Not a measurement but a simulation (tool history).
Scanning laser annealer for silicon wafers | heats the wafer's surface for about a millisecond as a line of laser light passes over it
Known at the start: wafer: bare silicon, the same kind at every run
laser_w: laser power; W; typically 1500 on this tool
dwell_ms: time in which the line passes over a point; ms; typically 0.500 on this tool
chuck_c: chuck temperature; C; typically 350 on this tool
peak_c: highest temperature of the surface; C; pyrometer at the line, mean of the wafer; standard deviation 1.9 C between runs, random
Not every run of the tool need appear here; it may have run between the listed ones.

Run 1, hour 0.0: usual settings. Result: peak_c 1102 C.
Run 2, hour 53.8: usual settings. Result: peak_c 1104 C.
Run 3, hour 118.5: usual settings. Result: peak_c 1100 C.
Run 4, hour 158.1: usual settings. Result: peak_c 1098 C.
Run 5, hour 201.7: usual settings. Result: peak_c 1095 C.
Run 6, hour 256.1: usual settings. Result: peak_c 1096 C.
Run 7, hour 324.7: usual settings. Result: peak_c 1095 C.
Run 8, hour 407.3: usual settings. Result: peak_c 1090 C.
Run 9, hour 469.2: usual settings but laser_w 1582 W. Result: peak_c 1153 C.
Run 10, hour 556.4: usual settings but laser_w 1573 W. Result: peak_c 1146 C.
Run 11, hour 630.9: usual settings but laser_w 1573 W. Result: peak_c 1145 C.
Run 12, hour 720.1: usual settings but laser_w 1573 W. Result: peak_c 1142 C.
Run 13, hour 767.9: usual settings but laser_w 1573 W. Result: peak_c 1174 C.
Run 14, hour 819.7: usual settings but chuck_c 326 C. Result: peak_c 1102 C.
Run 15, hour 893.2: usual settings but chuck_c 326 C. Result: peak_c 1104 C.
Run 16, hour 979.4: usual settings but chuck_c 326 C. Result: peak_c 1098 C.
Run 17, hour 1026.2: usual settings but chuck_c 330 C. Result: peak_c 1101 C.
Run 18, hour 1082.2: usual settings. Result: peak_c 1120 C.
Run 19, hour 1119.4: usual settings. Result: peak_c 1119 C.
Run 20, hour 1158.9: usual settings but chuck_c 375 C. Result: peak_c 1142 C.
Run 21, hour 1238.7: usual settings but laser_w 1448 W, dwell_ms 0.445 ms, chuck_c 331 C. Result: peak_c 1016 C.
Run 22, hour 1308.2: usual settings but laser_w 1448 W, dwell_ms 0.445 ms, chuck_c 331 C. Result: peak_c 1013 C.
Run 23, hour 1345.2: usual settings but laser_w 1448 W, dwell_ms 0.445 ms, chuck_c 331 C. Result: peak_c 1013 C.
Run 24, hour 1408.2: usual settings but laser_w 1601 W, dwell_ms 0.418 ms, chuck_c 344 C. Result: peak_c 1088 C.
Run 25, hour 1490.0: usual settings but laser_w 1603 W. Result: peak_c 1174 C.
Run 26, hour 1558.2: usual settings but laser_w 1470 W, dwell_ms 0.508 ms, chuck_c 349 C. Result: peak_c 1107 C.
Run 27, hour 1637.8: usual settings but laser_w 1643 W, dwell_ms 0.446 ms, chuck_c 335 C. Result: peak_c 1141 C.
Run 28, hour 1731.8: usual settings but laser_w 1581 W, dwell_ms 0.446 ms, chuck_c 360 C. Result: peak_c 1127 C.
Run 29, hour 1804.3: usual settings but dwell_ms 0.405 ms. Result: peak_c 1024 C.
Run 30, hour 1876.5: usual settings but dwell_ms 0.405 ms. Result: peak_c 1022 C.
Run 31, hour 1922.9: usual settings but laser_w 1282 W, dwell_ms 0.460 ms, chuck_c 375 C. Result: peak_c 969 C.
Run 32, hour 1996.1: usual settings but laser_w 1643 W, dwell_ms 0.612 ms, chuck_c 365 C. Result: peak_c 1308 C.
Run 33, hour 2065.4: usual settings but laser_w 1643 W, dwell_ms 0.619 ms, chuck_c 346 C. Result: peak_c 1297 C.
Run 34, hour 2139.3: usual settings but laser_w 1282 W, dwell_ms 0.402 ms, chuck_c 337 C. Result: peak_c 871 C.
Run 35, hour 2206.2: usual settings but chuck_c 375 C. Result: peak_c 1142 C.
Run 36, hour 2295.0: usual settings but laser_w 1306 W, dwell_ms 0.483 ms, chuck_c 348 C. Result: peak_c 979 C.
Run 37, hour 2340.0: usual settings but chuck_c 386 C. Result: peak_c 1151 C.
Run 38, hour 2421.7: usual settings but laser_w 1631 W, dwell_ms 0.361 ms, chuck_c 386 C. Result: peak_c 1082 C.
Run 39, hour 2475.7: usual settings but laser_w 1631 W, dwell_ms 0.361 ms, chuck_c 360 C. Result: peak_c 1055 C.
Run 40, hour 2521.4: usual settings but laser_w 1631 W, dwell_ms 0.439 ms, chuck_c 325 C. Result: peak_c 1103 C.

Withheld: 6 entries from between the runs. Position of each, and hidden state at the listed run before versus the listed run after:
Between runs 8 and 9: optics aligned, line set to its width (hour 438.5)
  light that passes the window, % of a clean one's: 97.21 -> 97.09; laser's true power over the reading, %: 0.9 -> 0.92; width of the line over the set one, %: 2.68 -> 0.35
  measured value less the no-hidden-state value, peak_c: -32 -> -23 C
Between runs 12 and 13: window over the wafer cleaned (hour 767.9)
  light that passes the window, % of a clean one's: 96.57 -> 100; laser's true power over the reading, %: 1.02 -> 1.04; width of the line over the set one, %: 0.92 -> 1.04
  measured value less the no-hidden-state value, peak_c: -30 -> +5 C
Between runs 25 and 26: optics aligned, line set to its width (hour 1508.7)
  light that passes the window, % of a clean one's: 98.53 -> 98.4; laser's true power over the reading, %: 1.33 -> 1.36; width of the line over the set one, %: 2.67 -> 0.22
  measured value less the no-hidden-state value, peak_c: -16 -> -3 C
Between runs 27 and 28: laser's power meter calibrated (hour 1648.4)
  light that passes the window, % of a clean one's: 98.24 -> 98.05; laser's true power over the reading, %: 1.39 -> 1.65; width of the line over the set one, %: 0.4 -> 0.6
  measured value less the no-hidden-state value, peak_c: -6 -> -7 C
Between runs 31 and 32: laser's power meter calibrated, once more (hour 1929.7)
  light that passes the window, % of a clean one's: 97.65 -> 97.51; laser's true power over the reading, %: 1.72 -> 0.11; width of the line over the set one, %: 1.02 -> 1.18
  measured value less the no-hidden-state value, peak_c: -9 -> -37 C
Between runs 34 and 35: window over the wafer cleaned (hour 2174.9)
  light that passes the window, % of a clean one's: 97.22 -> 99.92; laser's true power over the reading, %: 0.16 -> 0.19; width of the line over the set one, %: 1.5 -> 1.65
  measured value less the no-hidden-state value, peak_c: -23 -> -7 C
